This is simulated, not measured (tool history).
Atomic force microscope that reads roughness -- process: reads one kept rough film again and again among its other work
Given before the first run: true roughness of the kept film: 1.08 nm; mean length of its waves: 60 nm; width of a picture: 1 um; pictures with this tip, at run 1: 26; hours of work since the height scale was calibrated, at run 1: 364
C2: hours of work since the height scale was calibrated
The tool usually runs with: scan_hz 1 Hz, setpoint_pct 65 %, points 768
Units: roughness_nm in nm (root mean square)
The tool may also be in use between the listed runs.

{"run": 1, "hour": 0.0, "scan_hz": 1, "setpoint_pct": 65, "points": 768, "pictures with this tip": 26, "C2": 364, "roughness_nm": 1.016}
{"run": 2, "hour": 7.6, "scan_hz": 1, "setpoint_pct": 65, "points": 304, "pictures with this tip": 36, "C2": 370, "roughness_nm": 1.018}
{"run": 3, "hour": 19.8, "scan_hz": 1.23, "setpoint_pct": 65, "points": 304, "pictures with this tip": 51, "C2": 379, "roughness_nm": 1.001}
{"run": 4, "hour": 25.2, "scan_hz": 1.23, "setpoint_pct": 65, "points": 304, "pictures with this tip": 58, "C2": 383, "roughness_nm": 0.999}
{"run": 5, "hour": 31.1, "scan_hz": 1, "setpoint_pct": 65, "points": 768, "pictures with this tip": 65, "C2": 387, "roughness_nm": 1.007}
{"run": 6, "hour": 37.7, "scan_hz": 1, "setpoint_pct": 65, "points": 768, "pictures with this tip": 74, "C2": 392, "roughness_nm": 1.009}
{"hour": 39.3, "done": "height scale calibrated on a step standard"}
{"hour": 41.8, "done": "new tip fitted"}
{"run": 7, "hour": 49.2, "scan_hz": 1, "setpoint_pct": 65, "points": 768, "pictures with this tip": 9, "C2": 7, "roughness_nm": 1.015}
{"hour": 58.9, "done": "height scale calibrated on a step standard, once more"}
{"run": 8, "hour": 60.2, "scan_hz": 1.5, "setpoint_pct": 65, "points": 822, "pictures with this tip": 22, "C2": 1, "roughness_nm": 1.001}
{"run": 9, "hour": 72.1, "scan_hz": 1, "setpoint_pct": 64, "points": 576, "pictures with this tip": 37, "C2": 9, "roughness_nm": 1.025}
{"run": 10, "hour": 81.1, "scan_hz": 1.96, "setpoint_pct": 71, "points": 805, "pictures with this tip": 48, "C2": 16, "roughness_nm": 0.945}

Below are 4 alternative next runs, each starting from the tool's condition after run 10. Predict each:
{"run": "A", "hour": 87.3, "scan_hz": 1.96, "setpoint_pct": 79, "points": 805, "pictures with this tip": 56, "C2": 20, "roughness_nm": "?"}
{"run": "B", "hour": 87.3, "scan_hz": 1.96, "setpoint_pct": 81, "points": 805, "pictures with this tip": 56, "C2": 20, "roughness_nm": "?"}
{"run": "C", "hour": 87.3, "scan_hz": 1.86, "setpoint_pct": 63, "points": 805, "pictures with this tip": 56, "C2": 20, "roughness_nm": "?"}
{"run": "D", "hour": 87.3, "scan_hz": 1, "setpoint_pct": 86, "points": 331, "pictures with this tip": 56, "C2": 20, "roughness_nm": "?"}

run=A roughness_nm=0.886
run=B roughness_nm=0.873
run=C roughness_nm=0.99
run=D roughness_nm=0.931
Had the tool no hidden state, the same runs would have come out as:
run=A roughness_nm=0.891
run=B roughness_nm=0.879
run=C roughness_nm=0.996
run=D roughness_nm=0.937
